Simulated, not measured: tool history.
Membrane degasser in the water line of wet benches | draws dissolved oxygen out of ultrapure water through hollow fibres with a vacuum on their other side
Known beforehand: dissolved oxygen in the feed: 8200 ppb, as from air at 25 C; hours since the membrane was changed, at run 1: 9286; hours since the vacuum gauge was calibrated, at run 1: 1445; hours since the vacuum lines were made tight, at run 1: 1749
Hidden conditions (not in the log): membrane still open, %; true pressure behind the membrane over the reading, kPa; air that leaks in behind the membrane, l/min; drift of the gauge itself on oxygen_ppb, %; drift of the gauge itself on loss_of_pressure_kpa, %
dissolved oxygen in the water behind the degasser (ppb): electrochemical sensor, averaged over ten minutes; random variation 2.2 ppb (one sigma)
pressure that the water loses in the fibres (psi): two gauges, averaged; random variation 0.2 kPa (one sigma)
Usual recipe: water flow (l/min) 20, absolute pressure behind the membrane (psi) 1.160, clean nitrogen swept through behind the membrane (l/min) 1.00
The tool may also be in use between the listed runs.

run,hour,water flow (l/min),absolute pressure behind the membrane (psi),clean nitrogen swept through behind the membrane (l/min),hours since the membrane was changed,hours since the vacuum gauge was calibrated,hours since the vacuum lines were made tight,dissolved oxygen in the water behind the degasser (ppb),pressure that the water loses in the fibres (psi)
1,0.0,20,1.160,1.00,9286,1445,1749,269.6,6.289
2,250.9,20,1.923,1.00,9537,1696,2000,488.0,6.287
3,429.4,20,1.923,1.00,9716,1874,2178,485.6,6.313
4,648.6,20,1.923,1.00,9935,2093,2397,478.3,6.342
5,757.5,20,1.160,1.00,10044,2202,2506,270.2,6.318
6,989.8,20,1.160,1.00,10276,2435,2739,270.9,6.274
7,1145.7,20,1.160,1.00,10432,2591,2895,267.8,6.244
8,1292.9,28,1.160,1.00,10579,2738,3042,382.5,8.856
9,1412.2,21,1.160,1.00,10698,2857,3161,285.0,6.667
10,1615.4,21,1.160,1.00,10902,3060,3364,289.4,6.657
11,1759.6,21,1.160,0.95,11046,3204,3508,291.4,6.662
12,1938.0,21,1.160,0.95,11224,3383,3687,297.9,6.689
13,2186.1,21,1.160,0.95,11472,3631,3935,296.9,6.666
14,2408.7,21,1.160,0.95,11695,3854,4158,297.4,6.640
15,2516.8,21,1.160,0.95,11803,3962,4266,298.6,6.618
16,2746.6,21,1.160,0.95,12033,4191,4495,297.4,6.692
17,2942.5,25,2.502,1.79,12229,4387,4691,511.5,7.979
18,3130.0,25,2.502,1.79,12416,4575,4879,512.0,7.909
19,3309.7,22,1.160,1.00,12596,4755,5059,302.0,7.004
20,3502.0,22,1.160,1.00,12788,4947,5251,300.3,7.017
21,3733.0,14,0.719,1.00,13019,5178,5482,88.2,4.443
22,3913.8,13,0.719,1.00,13200,5359,5663,80.7,4.173
23,4076.2,13,0.719,1.00,13362,5521,5825,80.3,4.176
24,4221.9,13,0.719,1.00,13508,5667,5971,80.5,4.168
25,4426.4,20,2.895,2.36,13713,5871,6175,383.7,6.379

Predict the results of run 26:
26,4545.4,20,2.895,2.36,13832,5990,6294,?,?

{"run 26": {"dissolved oxygen in the water behind the degasser (ppb)": 389.8, "pressure that the water loses in the fibres (psi)": 6.406}}
Take away the tool's hidden state, keep the run-to-run variation as it was, and the same run would have given dissolved oxygen in the water behind the degasser (ppb) 389.1, pressure that the water loses in the fibres (psi) 6.292.

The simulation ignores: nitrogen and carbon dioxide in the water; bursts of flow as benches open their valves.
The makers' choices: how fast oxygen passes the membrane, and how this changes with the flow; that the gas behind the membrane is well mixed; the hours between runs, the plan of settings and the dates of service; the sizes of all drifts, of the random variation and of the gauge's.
